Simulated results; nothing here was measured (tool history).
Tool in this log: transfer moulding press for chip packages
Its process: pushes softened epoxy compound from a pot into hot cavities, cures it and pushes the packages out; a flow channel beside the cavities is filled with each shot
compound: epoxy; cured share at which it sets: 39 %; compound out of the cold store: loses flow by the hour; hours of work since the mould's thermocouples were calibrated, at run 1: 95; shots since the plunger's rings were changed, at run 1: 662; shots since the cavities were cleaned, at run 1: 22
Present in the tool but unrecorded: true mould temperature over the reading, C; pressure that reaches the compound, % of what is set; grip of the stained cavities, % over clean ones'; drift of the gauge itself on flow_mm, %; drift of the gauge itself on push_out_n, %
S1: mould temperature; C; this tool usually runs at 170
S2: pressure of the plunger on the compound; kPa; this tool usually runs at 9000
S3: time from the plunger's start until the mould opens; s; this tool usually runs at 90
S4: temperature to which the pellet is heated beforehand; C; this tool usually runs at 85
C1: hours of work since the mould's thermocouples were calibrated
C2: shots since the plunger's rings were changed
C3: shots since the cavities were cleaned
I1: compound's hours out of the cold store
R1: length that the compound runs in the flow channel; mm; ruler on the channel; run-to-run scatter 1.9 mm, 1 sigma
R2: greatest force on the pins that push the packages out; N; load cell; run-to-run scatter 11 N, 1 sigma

run     day   S1     S2   S3  S4   C1    C2   C3    I1   R1    R2
  1   0.000  170   9000   90  85   95   662   22  32.0  791   525
      1.892  -- cavities cleaned with cleaning compound and waxed
  2   3.362  170   9000   90  85  155  1877  542  14.1  815   795
      3.696  -- cavities cleaned with cleaning compound and waxed
      5.575  -- cavities cleaned with cleaning compound and waxed
  3   5.967  170   9000   90  85  200  2789  143  40.6  761   595
      7.608  -- cavities cleaned with cleaning compound and waxed
  4   8.438  170   9000   90  85  244  3675  305  25.6  782   693
      9.612  -- cavities cleaned with cleaning compound and waxed
     11.554  -- cavities cleaned with cleaning compound and waxed
  5  11.908  170   8320   90  85  304  4907  130   9.0  773   592
     13.417  -- cavities cleaned with cleaning compound and waxed
     14.579  -- plunger's sealing rings changed
     15.454  -- mould's thermocouples calibrated
     15.517  -- cavities cleaned with cleaning compound and waxed
  6  15.954  170   7260   90  85    8   454  161  28.0  714   627
     17.442  -- cavities cleaned with cleaning compound and waxed
  7  17.875  170   8420   90  85   41  1137  159  19.6  784   619
     19.421  -- cavities cleaned with cleaning compound and waxed
  8  20.658  170   8420  124  85   91  2138  455  21.5  771   627
     21.421  -- cavities cleaned with cleaning compound and waxed
     23.408  -- cavities cleaned with cleaning compound and waxed
  9  24.304  170   9000   90  85  154  3434  328  45.4  752   700
     25.417  -- cavities cleaned with cleaning compound and waxed
 10  27.046  170   9000   90  85  203  4421  599  40.5  751   787
     27.467  -- cavities cleaned with cleaning compound and waxed
 11  28.812  170   9000   90  85  234  5048  496  29.0  768   784
     29.317  -- cavities cleaned with cleaning compound and waxed
     31.246  -- plunger's sealing rings changed
     31.308  -- cavities cleaned with cleaning compound and waxed
 12  31.400  170   9000   90  85  276    33   33  23.2  812   514
     33.300  -- cavities cleaned with cleaning compound and waxed
 13  34.492  170   9000   90  85  331  1148  439  14.7  820   778
     35.200  -- cavities cleaned with cleaning compound and waxed
     36.175  -- mould's thermocouples calibrated
 14  36.829  170   9000   90  85   12  1954  569  17.1  806   856
     37.200  -- cavities cleaned with cleaning compound and waxed
     39.008  -- cavities cleaned with cleaning compound and waxed
 15  39.633  170   9000   90  85   60  2940  229  36.5  768   695
     40.846  -- cavities cleaned with cleaning compound and waxed
     42.804  -- cavities cleaned with cleaning compound and waxed
 16  43.525  169   9910  129  85  128  4327  265  28.1  818   586
     44.729  -- cavities cleaned with cleaning compound and waxed
 17  45.829  174   8210   78  83  169  5152  404  21.4  734   794
     46.708  -- cavities cleaned with cleaning compound and waxed
     47.867  -- plunger's sealing rings changed
     48.838  -- cavities cleaned with cleaning compound and waxed
 18  49.525  165   9760  110  89  232   587  253  39.9  828   632
     50.962  -- cavities cleaned with cleaning compound and waxed
 19  52.075  170   9000   90  89  277  1503  409  24.3  797   741
     52.862  -- cavities cleaned with cleaning compound and waxed
 20  54.029  163   9000  111  89  311  2199  430  40.1  789   733
     54.688  -- cavities cleaned with cleaning compound and waxed
     56.533  -- cavities cleaned with cleaning compound and waxed
     57.017  -- mould's thermocouples calibrated
 21  57.458  163   9000  111  89    8  3384  309  38.8  786   726
     58.575  -- cavities cleaned with cleaning compound and waxed
     60.642  -- cavities cleaned with cleaning compound and waxed
 22  61.238  164   9000   72  89   74  4730  220  47.9  756  1371
     62.671  -- cavities cleaned with cleaning compound and waxed
     64.500  -- plunger's sealing rings changed
     64.771  -- cavities cleaned with cleaning compound and waxed
 23  65.238  168   9000  119  85  142   249  173  24.2  806   529
     66.629  -- cavities cleaned with cleaning compound and waxed
     68.475  -- cavities cleaned with cleaning compound and waxed
 24  69.204  163  10420   90  85  212  1663  269  19.3  888  1006
     70.371  -- cavities cleaned with cleaning compound and waxed
     72.342  -- cavities cleaned with cleaning compound and waxed
 25  73.150  174   9110  127  92  281  3069  298  29.9  765   561

How would selected steps in R1 from run to run divide? Give the signed amount a tool lacking its hidden state would still show from settings, what came in and random variation, and the signed amount left for the hidden state, including any gauge scatter that is not in both of the compared results.
Run 5 -> 6: S2 8320 -> 7260, cavities cleaned with cleaning compound and waxed, plunger's sealing rings changed, mould's thermocouples calibrated, cavities cleaned with cleaning compound and waxed. R1 -59 mm: hidden state +28, all else -87.
Run 11 -> 12: cavities cleaned with cleaning compound and waxed, plunger's sealing rings changed, cavities cleaned with cleaning compound and waxed. R1 +44 mm: hidden state +29, all else +15.
Run 17 -> 18: S1 174 -> 165, S2 8210 -> 9760, S3 78 -> 110, S4 83 -> 89, cavities cleaned with cleaning compound and waxed, plunger's sealing rings changed, cavities cleaned with cleaning compound and waxed. R1 +94 mm: hidden state +24, all else +70.
Run 24 -> 25: S1 163 -> 174, S2 10420 -> 9110, S3 90 -> 127, S4 85 -> 92, cavities cleaned with cleaning compound and waxed, cavities cleaned with cleaning compound and waxed. R1 -123 mm: hidden state -6, all else -117.
